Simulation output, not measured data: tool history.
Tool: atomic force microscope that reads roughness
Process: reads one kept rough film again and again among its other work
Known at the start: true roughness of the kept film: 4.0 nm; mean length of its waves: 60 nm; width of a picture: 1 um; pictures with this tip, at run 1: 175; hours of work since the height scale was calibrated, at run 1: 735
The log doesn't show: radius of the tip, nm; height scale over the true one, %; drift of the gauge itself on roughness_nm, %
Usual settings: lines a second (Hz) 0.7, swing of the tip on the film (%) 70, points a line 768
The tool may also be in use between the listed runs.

run	hour	lines a second (Hz)	swing of the tip on the film (%)	points a line	pictures with this tip	hours of work since the height scale was calibrated	roughness of the kept film (nm (root mean square))
1	0	0.7	70	768	175	735	3.526
2	32.2	0.7	70	768	224	757	3.484
3	55.2	0.7	70	768	259	773	3.46
4	92.6	0.7	70	768	316	798	3.391
5	113.2	0.7	70	768	347	813	3.379
6	137.7	0.7	70	768	384	829	3.36
# hour 142.8: new tip fitted
7	170.9	0.7	70	768	43	852	3.617
8	208.5	0.7	70	898	100	878	3.607
9	235.1	0.7	86	768	141	896	3.377
10	261.3	0.7	86	768	181	914	3.348
11	300.5	0.7	86	768	240	941	3.317
12	337.9	1.693	70	768	297	966	3.224
13	373	1.169	55	793	351	990	3.463
# hour 398.1: new tip fitted
14	409	0.7	70	476	17	1015	3.654
15	427.3	0.7	70	476	45	1027	3.624
16	450	0.7	70	476	80	1043	3.619
17	479.3	0.7	83	607	124	1063	3.434
18	498.4	0.7	62	799	153	1076	3.636
19	536.2	0.7	70	657	211	1102	3.483

Forecast each of these 3 alternatives for the next run:
A	560.4	1.431	62	324	248	1119	?
B	560.4	3.683	80	816	248	1119	?
C	560.4	1.721	69	886	248	1119	?

run	roughness of the kept film (nm (root mean square))
A	3.431
B	2.56
C	3.269
Without the tool's hidden state the same runs would have given:
run	roughness of the kept film (nm (root mean square))
A	3.615
B	2.697
C	3.444
